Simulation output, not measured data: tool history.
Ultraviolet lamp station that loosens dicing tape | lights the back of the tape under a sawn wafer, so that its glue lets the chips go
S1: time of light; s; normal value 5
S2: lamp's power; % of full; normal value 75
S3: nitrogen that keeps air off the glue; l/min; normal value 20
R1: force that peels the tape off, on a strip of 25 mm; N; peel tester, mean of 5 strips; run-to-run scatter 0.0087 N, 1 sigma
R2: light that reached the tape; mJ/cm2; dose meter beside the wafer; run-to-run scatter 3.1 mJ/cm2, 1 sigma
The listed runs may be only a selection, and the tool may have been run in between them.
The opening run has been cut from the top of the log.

run,day,S1,S2,S3,R1,R2
2,0.421,5,75,20,0.467,391
3,0.846,5,75,20,0.480,383
4,1.300,5,75,20,0.486,388
5,1.638,3,75,20,1.233,231
6,1.838,3,75,20,1.236,229
7,2.171,5,75,20,0.500,381
8,2.496,5,75,20,0.523,377
9,2.758,5,75,20,0.515,376
10,3.179,5,75,20,0.493,379
11,3.454,5,75,20,0.501,377
12,3.808,5,75,20,0.525,380
13,4.242,5,75,20,0.511,375
14,4.671,5,75,20,0.529,366
15,5.000,5,75,20,0.554,369
16,5.262,5,75,20,0.527,365
17,5.488,5,75,20,0.534,367
# day 5.550: window cleaned of glue's vapour
18,5.908,5,75,20,0.426,416
19,6.267,5,75,31,0.367,410
20,6.554,5,75,31,0.363,411
21,7.025,5,67,31,0.465,368
22,7.338,5,67,31,0.465,366
23,7.721,5,67,31,0.470,363
24,7.983,5,67,31,0.478,364
25,8.229,5,67,31,0.476,363

The next listed run, before its measurement:
26,8.567,4,75,9,?,?

Run 26 produced R1 1.043 N, R2 322 mJ/cm2.
If the tool had no hidden condition, the same run with the same run-to-run variation would have returned R1 0.793 N, R2 374 mJ/cm2.
